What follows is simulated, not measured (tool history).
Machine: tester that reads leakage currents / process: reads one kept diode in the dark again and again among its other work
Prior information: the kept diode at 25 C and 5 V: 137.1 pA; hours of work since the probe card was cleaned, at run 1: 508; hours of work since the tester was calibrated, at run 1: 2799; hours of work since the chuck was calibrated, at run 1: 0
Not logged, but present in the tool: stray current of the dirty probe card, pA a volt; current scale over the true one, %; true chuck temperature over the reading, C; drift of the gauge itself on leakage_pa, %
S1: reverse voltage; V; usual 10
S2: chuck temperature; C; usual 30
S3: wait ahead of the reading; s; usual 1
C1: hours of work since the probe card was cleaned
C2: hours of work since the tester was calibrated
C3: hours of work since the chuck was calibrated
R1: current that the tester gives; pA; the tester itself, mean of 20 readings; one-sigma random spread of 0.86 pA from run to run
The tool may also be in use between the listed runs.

run	hour	S1	S2	S3	C1	C2	C3	R1
1	0	10	30	1	508	2799	0	289.39
2	71.5	10	30	1	563	2854	55	287.75
3	167.8	10	30	1	636	2928	129	287.54
4	274.4	10	30	1	718	3009	210	286.9
5	342.2	10	30	1	770	3061	262	285.96
6	416.3	10	30	1	827	3118	319	286.67
7	511.7	10	30	1	900	3191	392	284.45
8	563.9	10	30	1	940	3231	432	285.42
9	646.9	10	30	1	1003	3295	495	284.35
10	719.8	10	30	1	1059	3350	551	282.99
11	780.6	10	30	1	1106	3397	598	283.3
12	849.5	4.4	30	1	1158	3450	651	181.52
13	937	4.4	30	1	1225	3517	717	181.39
14	1012.1	4.4	30	1	1283	3574	775	181.98
15	1062.5	10	30	1	1322	3613	814	281.11
16	1162.8	10	30	1	1398	3690	890	280.4
17	1268.9	10	24	1	1480	3771	972	181.81
18	1316.7	10	24	1	1516	3808	1008	182.06
19	1402.2	1	24	1	1582	3873	1074	52.93
# hour 1450.3: tester calibrated
20	1511.8	2.5	30	1	1664	47	1156	129.43
21	1608.2	12.7	30	2.09	1738	121	1230	309.75
22	1663.1	8.6	24	1.81	1780	163	1272	162.25
23	1716	1.9	30	9.02	1820	203	1312	111.39
24	1763.8	1.9	30	9.02	1857	240	1349	110.95
25	1862.2	1.9	30	9.02	1932	315	1424	110.5
26	1958.2	10	33	1	2006	389	1498	331.94
27	2027	5	42	1	2059	442	1551	419.78
28	2106.7	10	30	6.48	2120	503	1612	268.25
29	2198	2.7	50	1	2190	573	1682	506.53
30	2309.6	3	27	1	2275	658	1767	112.64
31	2418.9	3	27	1	2359	742	1851	112.57
32	2496.8	3	27	1	2418	801	1910	112.05
33	2567.2	7.9	30	0.5	2472	855	1964	234.46
34	2654	7.9	30	0.5	2539	922	2031	233.59
35	2708.8	7.9	26	0.5	2581	964	2073	175.39
36	2768.7	1.9	41	1.69	2627	1010	2119	230.85
37	2842.5	1.9	26	6.01	2683	1066	2175	80.1
# hour 2876.4: chuck's temperature calibrated
38	2943.2	4.4	27	7.98	2759	1142	51	152.61
39	3055.5	6.3	30	0.81	2845	1228	137	229.72

4 ways to go on from here, each from the tool as it stands after run 39. What would each give?
A	3120.8	11.9	48	9.07	2895	1278	187	?
B	3120.8	10	20	1	2895	1278	187	?
C	3120.8	6.3	47	0.81	2895	1278	187	?
D	3120.8	6.3	28	1.37	2895	1278	187	?

run	R1
A	1055.27
B	146.42
C	706.65
D	198.17
Without the tool's hidden state the same runs would have given:
run	R1
A	1050.47
B	136.74
C	705.38
D	193.14
